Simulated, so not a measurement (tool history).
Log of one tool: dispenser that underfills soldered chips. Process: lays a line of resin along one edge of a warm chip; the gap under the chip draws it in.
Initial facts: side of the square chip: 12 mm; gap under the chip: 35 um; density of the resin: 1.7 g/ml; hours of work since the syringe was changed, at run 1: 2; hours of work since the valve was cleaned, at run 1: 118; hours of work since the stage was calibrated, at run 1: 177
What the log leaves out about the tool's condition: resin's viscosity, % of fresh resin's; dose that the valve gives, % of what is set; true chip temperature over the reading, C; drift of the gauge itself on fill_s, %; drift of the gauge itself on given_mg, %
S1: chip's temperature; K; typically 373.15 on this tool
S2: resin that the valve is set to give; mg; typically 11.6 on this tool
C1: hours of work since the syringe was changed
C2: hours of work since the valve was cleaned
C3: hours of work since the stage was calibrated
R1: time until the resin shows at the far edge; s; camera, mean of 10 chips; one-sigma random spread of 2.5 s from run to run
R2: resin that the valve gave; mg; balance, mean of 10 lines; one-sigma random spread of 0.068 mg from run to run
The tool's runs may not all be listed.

Run 1, hour 0.0: usual settings; C1 2; C2 118; C3 177. Result: R1 278.3 s, R2 10.55 mg.
At hour 7.4: dispensing valve cleaned and set on the balance.
At hour 8.4: new syringe of resin.
Run 2, hour 8.6: usual settings; C1 0; C2 1; C3 183. Result: R1 242.1 s, R2 11.68 mg.
Run 3, hour 14.4: usual settings but S1 363.15 K; C1 5; C2 5; C3 188. Result: R1 488.4 s, R2 11.46 mg.
At hour 17.9: new syringe of resin.
Run 4, hour 20.1: usual settings but S1 363.15 K; C1 2; C2 10; C3 192. Result: R1 401.4 s, R2 11.53 mg.
At hour 27.1: new syringe of resin.
Run 5, hour 27.4: usual settings but S1 363.15 K; C1 0; C2 15; C3 198. Result: R1 360.4 s, R2 11.62 mg.
Run 6, hour 34.3: usual settings but S1 361.15 K; C1 6; C2 21; C3 203. Result: R1 564.2 s, R2 11.50 mg.
At hour 36.4: new syringe of resin.
Run 7, hour 39.0: usual settings but S1 361.15 K; C1 2; C2 24; C3 207. Result: R1 433.9 s, R2 11.40 mg.
At hour 45.6: new syringe of resin.
Run 8, hour 46.5: usual settings but S1 381.15 K; C1 1; C2 30; C3 212. Result: R1 190.5 s, R2 11.31 mg.
Run 9, hour 51.7: usual settings but S1 381.15 K, S2 10.2 mg; C1 5; C2 34; C3 217. Result: R1 261.3 s, R2 9.96 mg.
At hour 54.8: new syringe of resin.
Run 10, hour 56.6: usual settings but S1 365.15 K, S2 10.2 mg; C1 1; C2 38; C3 220. Result: R1 377.4 s, R2 9.82 mg.
Run 11, hour 63.0: usual settings but S1 365.15 K, S2 10.2 mg; C1 7; C2 43; C3 225. Result: R1 523.8 s, R2 9.78 mg.
At hour 63.9: new syringe of resin.
Run 12, hour 71.0: usual settings but S1 365.15 K, S2 10.2 mg; C1 6; C2 49; C3 231. Result: R1 490.4 s, R2 9.72 mg.
At hour 72.9: new syringe of resin.
Run 13, hour 75.8: usual settings; C1 2; C2 53; C3 235. Result: R1 286.2 s, R2 11.10 mg.
Run 14, hour 79.4: usual settings; C1 5; C2 55; C3 238. Result: R1 345.8 s, R2 11.03 mg.
At hour 81.9: new syringe of resin.
Run 15, hour 84.0: usual settings but S1 365.15 K; C1 2; C2 59; C3 241. Result: R1 360.1 s, R2 11.23 mg.
Run 16, hour 89.5: usual settings but S2 9.9 mg; C1 6; C2 63; C3 246. Result: R1 381.3 s, R2 9.34 mg.
At hour 90.9: new syringe of resin.
Run 17, hour 97.1: usual settings but S1 367.15 K; C1 5; C2 69; C3 251. Result: R1 434.0 s, R2 11.02 mg.
At hour 99.9: new syringe of resin.
Run 18, hour 101.7: usual settings but S1 376.15 K; C1 1; C2 72; C3 255. Result: R1 234.6 s, R2 10.98 mg.
At hour 109.0: new syringe of resin.
Run 19, hour 109.4: usual settings but S1 358.15 K, S2 14.3 mg; C1 0; C2 78; C3 261. Result: R1 425.3 s, R2 13.42 mg.
Run 20, hour 114.7: usual settings but S1 384.15 K, S2 11.4 mg; C1 4; C2 82; C3 265. Result: R1 221.3 s, R2 10.80 mg.
At hour 118.3: new syringe of resin.
Run 21, hour 121.5: usual settings but S1 374.15 K, S2 11.2 mg; C1 3; C2 88; C3 270. Result: R1 276.1 s, R2 10.59 mg.
At hour 127.6: new syringe of resin.
Run 22, hour 129.1: usual settings but S1 380.15 K, S2 11.0 mg; C1 1; C2 93; C3 276. Result: R1 210.8 s, R2 10.29 mg.

Predict the results of run 23:
Run 23, hour 133.4: usual settings but S1 380.15 K, S2 11.0 mg; C1 5; C2 97; C3 279. Result: R1 ?, R2 ?.

{"run 23": {"R1": 273.8, "R2": 10.28}}
Were there no unlogged condition in the tool, this run, its random variation unchanged, would have produced R1 198.6 s, R2 11.06 mg.
